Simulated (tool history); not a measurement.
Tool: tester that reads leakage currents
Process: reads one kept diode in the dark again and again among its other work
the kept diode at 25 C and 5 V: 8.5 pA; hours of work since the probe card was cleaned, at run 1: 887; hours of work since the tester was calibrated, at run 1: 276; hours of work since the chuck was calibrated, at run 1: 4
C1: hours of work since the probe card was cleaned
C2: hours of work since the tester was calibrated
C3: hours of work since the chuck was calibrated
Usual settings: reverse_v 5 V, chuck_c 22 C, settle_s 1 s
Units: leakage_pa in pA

{"run": 1, "day": 0.0, "reverse_v": 5, "chuck_c": 22, "settle_s": 1, "C1": 887, "C2": 276, "C3": 4, "leakage_pa": 7.05}
{"run": 2, "day": 6.321, "reverse_v": 5, "chuck_c": 22, "settle_s": 0.56, "C1": 966, "C2": 355, "C3": 83, "leakage_pa": 7.64}
{"run": 3, "day": 11.262, "reverse_v": 5, "chuck_c": 22, "settle_s": 0.56, "C1": 1027, "C2": 417, "C3": 145, "leakage_pa": 7.59}
{"run": 4, "day": 17.325, "reverse_v": 5, "chuck_c": 22, "settle_s": 1, "C1": 1103, "C2": 492, "C3": 221, "leakage_pa": 7.26}
{"run": 5, "day": 27.129, "reverse_v": 5, "chuck_c": 22, "settle_s": 1, "C1": 1225, "C2": 615, "C3": 343, "leakage_pa": 7.19}
{"run": 6, "day": 38.096, "reverse_v": 5, "chuck_c": 22, "settle_s": 1, "C1": 1362, "C2": 751, "C3": 480, "leakage_pa": 7.2}
{"run": 7, "day": 43.133, "reverse_v": 5, "chuck_c": 22, "settle_s": 1, "C1": 1425, "C2": 814, "C3": 542, "leakage_pa": 7.11}
{"run": 8, "day": 48.112, "reverse_v": 5, "chuck_c": 22, "settle_s": 2.18, "C1": 1487, "C2": 876, "C3": 605, "leakage_pa": 6.85}
{"run": 9, "day": 59.229, "reverse_v": 5, "chuck_c": 22, "settle_s": 2.18, "C1": 1626, "C2": 1015, "C3": 743, "leakage_pa": 6.82}
{"run": 10, "day": 68.129, "reverse_v": 5, "chuck_c": 22, "settle_s": 2.18, "C1": 1737, "C2": 1126, "C3": 854, "leakage_pa": 6.8}
{"run": 11, "day": 73.512, "reverse_v": 5, "chuck_c": 33, "settle_s": 2.18, "C1": 1804, "C2": 1193, "C3": 921, "leakage_pa": 17.59}
{"run": 12, "day": 83.854, "reverse_v": 5, "chuck_c": 33, "settle_s": 2.18, "C1": 1933, "C2": 1322, "C3": 1050, "leakage_pa": 17.6}
{"run": 13, "day": 94.996, "reverse_v": 5, "chuck_c": 22, "settle_s": 1, "C1": 2072, "C2": 1461, "C3": 1189, "leakage_pa": 7.16}
{"day": 102.554, "done": "chuck's temperature calibrated"}
{"run": 14, "day": 102.554, "reverse_v": 5, "chuck_c": 22, "settle_s": 1, "C1": 2165, "C2": 1554, "C3": 0, "leakage_pa": 7.21}
{"run": 15, "day": 111.946, "reverse_v": 5, "chuck_c": 22, "settle_s": 1, "C1": 2282, "C2": 1672, "C3": 117, "leakage_pa": 7.14}
{"day": 114.625, "done": "probe card cleaned and baked"}
{"run": 16, "day": 123.746, "reverse_v": 5, "chuck_c": 22, "settle_s": 1, "C1": 114, "C2": 1817, "C3": 263, "leakage_pa": 7.21}
{"run": 17, "day": 129.808, "reverse_v": 5, "chuck_c": 22, "settle_s": 1, "C1": 189, "C2": 1893, "C3": 338, "leakage_pa": 7.13}
{"run": 18, "day": 136.175, "reverse_v": 5, "chuck_c": 22, "settle_s": 1, "C1": 269, "C2": 1972, "C3": 418, "leakage_pa": 7.15}
{"run": 19, "day": 141.954, "reverse_v": 4.68, "chuck_c": 40, "settle_s": 1.13, "C1": 341, "C2": 2044, "C3": 490, "leakage_pa": 30.47}
{"run": 20, "day": 154.179, "reverse_v": 5, "chuck_c": 37, "settle_s": 0.51, "C1": 493, "C2": 2197, "C3": 642, "leakage_pa": 25.3}
{"run": 21, "day": 162.592, "reverse_v": 1.85, "chuck_c": 25, "settle_s": 9.16, "C1": 598, "C2": 2302, "C3": 747, "leakage_pa": 5.23}
{"run": 22, "day": 174.112, "reverse_v": 1.85, "chuck_c": 25, "settle_s": 9.16, "C1": 742, "C2": 2445, "C3": 891, "leakage_pa": 5.29}
{"run": 23, "day": 181.525, "reverse_v": 1.85, "chuck_c": 25, "settle_s": 9.16, "C1": 834, "C2": 2538, "C3": 983, "leakage_pa": 5.35}
{"run": 24, "day": 189.171, "reverse_v": 5.56, "chuck_c": 50, "settle_s": 0.62, "C1": 930, "C2": 2633, "C3": 1079, "leakage_pa": 72.85}
{"run": 25, "day": 195.821, "reverse_v": 17.87, "chuck_c": 40, "settle_s": 0.69, "C1": 1013, "C2": 2716, "C3": 1162, "leakage_pa": 60.59}
{"day": 205.312, "done": "chuck's temperature calibrated"}
{"run": 26, "day": 207.675, "reverse_v": 17.87, "chuck_c": 40, "settle_s": 0.69, "C1": 1160, "C2": 2863, "C3": 29, "leakage_pa": 60.84}
{"run": 27, "day": 215.512, "reverse_v": 1.85, "chuck_c": 43, "settle_s": 3.14, "C1": 1257, "C2": 2961, "C3": 127, "leakage_pa": 24.42}
{"run": 28, "day": 221.871, "reverse_v": 1.85, "chuck_c": 43, "settle_s": 2.31, "C1": 1337, "C2": 3040, "C3": 207, "leakage_pa": 24.44}
{"run": 29, "day": 232.096, "reverse_v": 2.48, "chuck_c": 20, "settle_s": 2.57, "C1": 1464, "C2": 3168, "C3": 334, "leakage_pa": 3.97}
{"run": 30, "day": 239.071, "reverse_v": 2.03, "chuck_c": 48, "settle_s": 4.02, "C1": 1551, "C2": 3255, "C3": 421, "leakage_pa": 37.9}
{"run": 31, "day": 244.304, "reverse_v": 2.03, "chuck_c": 48, "settle_s": 4.02, "C1": 1616, "C2": 3320, "C3": 486, "leakage_pa": 37.86}
{"run": 32, "day": 250.221, "reverse_v": 2.03, "chuck_c": 48, "settle_s": 4.02, "C1": 1690, "C2": 3394, "C3": 560, "leakage_pa": 37.98}
{"run": 33, "day": 261.4, "reverse_v": 2.03, "chuck_c": 48, "settle_s": 4.02, "C1": 1830, "C2": 3533, "C3": 700, "leakage_pa": 37.71}
{"run": 34, "day": 270.25, "reverse_v": 5, "chuck_c": 22, "settle_s": 1, "C1": 1940, "C2": 3644, "C3": 810, "leakage_pa": 7.12}
{"run": 35, "day": 277.25, "reverse_v": 5, "chuck_c": 22, "settle_s": 1, "C1": 2027, "C2": 3731, "C3": 897, "leakage_pa": 7.17}

4 ways to go on from here, each from the tool as it stands after run 35. What would each give?
{"run": "A", "day": 282.438, "reverse_v": 5, "chuck_c": 29, "settle_s": 7.72, "C1": 2092, "C2": 3796, "C3": 962, "leakage_pa": "?"}
{"run": "B", "day": 282.438, "reverse_v": 5, "chuck_c": 35, "settle_s": 1, "C1": 2092, "C2": 3796, "C3": 962, "leakage_pa": "?"}
{"run": "C", "day": 282.438, "reverse_v": 2.75, "chuck_c": 22, "settle_s": 1, "C1": 2092, "C2": 3796, "C3": 962, "leakage_pa": "?"}
{"run": "D", "day": 282.438, "reverse_v": 14.14, "chuck_c": 22, "settle_s": 0.78, "C1": 2092, "C2": 3796, "C3": 962, "leakage_pa": "?"}

run=A leakage_pa=12.35
run=B leakage_pa=21.11
run=C leakage_pa=5.26
run=D leakage_pa=13.2
Without the tool's hidden state the same runs would have given:
run=A leakage_pa=12.35
run=B leakage_pa=21.1
run=C leakage_pa=5.26
run=D leakage_pa=13.18
